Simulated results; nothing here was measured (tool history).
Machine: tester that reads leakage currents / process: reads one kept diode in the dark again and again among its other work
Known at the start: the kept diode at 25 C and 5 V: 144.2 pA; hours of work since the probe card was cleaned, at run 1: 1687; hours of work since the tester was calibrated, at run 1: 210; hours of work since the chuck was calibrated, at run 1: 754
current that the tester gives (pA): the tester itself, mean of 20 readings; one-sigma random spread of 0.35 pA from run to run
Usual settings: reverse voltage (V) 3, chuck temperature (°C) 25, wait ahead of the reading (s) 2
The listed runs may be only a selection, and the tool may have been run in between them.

run	hour	reverse voltage (V)	chuck temperature (°C)	wait ahead of the reading (s)	hours of work since the probe card was cleaned	hours of work since the tester was calibrated	hours of work since the chuck was calibrated	current that the tester gives (pA)
1	0	3	25	2	1687	210	754	116.22
# hour 26.1: chuck's temperature calibrated
2	32.8	3	25	1.79	1710	233	5	115.62
3	50.7	1.55	25	2	1724	247	18	86.16
4	67	3	25	2	1736	259	31	115.51
5	86.2	3	25	2	1751	273	45	116.31
6	120.5	3	25	2	1776	299	71	114.82
7	142.2	3	25	2	1793	315	87	116.35
8	167.5	3	25	2	1812	334	106	116.19
9	188.3	3	25	2	1827	350	122	115.66
10	211.7	3	25	2	1845	368	140	116.11
11	235.5	3	25	2	1863	386	157	116.19
12	267.6	3	25	2	1887	410	182	116.48
# hour 276.1: probe card cleaned and baked
13	300.8	3	25	2	19	432	204	115.34
14	327.6	3	25	2	39	453	224	115.68
15	362.9	3	25	2	65	479	251	115.91
16	378	3	25	2	77	490	262	115.5
17	410.6	3	25	2	101	515	287	115.96
18	438.3	3	25	2	122	536	308	116.09
19	457.5	3	25	2	136	550	322	115.83
20	481.5	3	25	2	154	568	340	115.9
21	508.3	3	46	2	175	589	360	699.07
22	525.9	3	21	0.63	188	602	374	81.05
23	554.3	3.92	44	3.86	209	623	395	665.71
24	581.5	3	33	9.85	230	643	415	235.22
25	596	4.65	60	2	241	654	426	2470.56
26	620.2	4.65	22	2	259	673	444	107.28
27	650.5	3	26	0.59	282	695	467	128.34
28	667.3	3	26	0.59	294	708	480	127.96
29	696.4	3	25	0.78	316	730	502	116.36
30	715.6	3	25	0.78	331	744	516	117.44
31	736.8	7.58	39	5.48	346	760	532	590.29
32	751.7	7.58	39	5.48	358	771	543	592.74
33	768	7.61	50	0.73	370	784	556	1445.09
34	795.4	7.61	50	0.73	391	804	576	1440.1
35	814.1	7.61	32	3.27	405	818	590	327.3
36	841.6	7.5	32	7.14	425	839	611	324.49
37	869.6	1.36	26	7.14	446	860	632	89.42
38	903.7	2.03	29	7.14	472	886	658	139.48
39	919.6	2.03	29	7.14	484	898	670	139.82

Below are 4 alternative next runs, each starting from the tool's condition after run 39. Predict each:
A	940	3	29	2	499	913	685	?
B	940	3	25	0.49	499	913	685	?
C	940	1.69	21	1.26	499	913	685	?
D	940	2.06	26	0.61	499	913	685	?

run	current that the tester gives (pA)
A	167.07
B	116.91
C	62.12
D	108.57
Without the tool's unlogged condition, the same runs would have read:
run	current that the tester gives (pA)
A	166.8
B	116.71
C	62.01
D	108.39
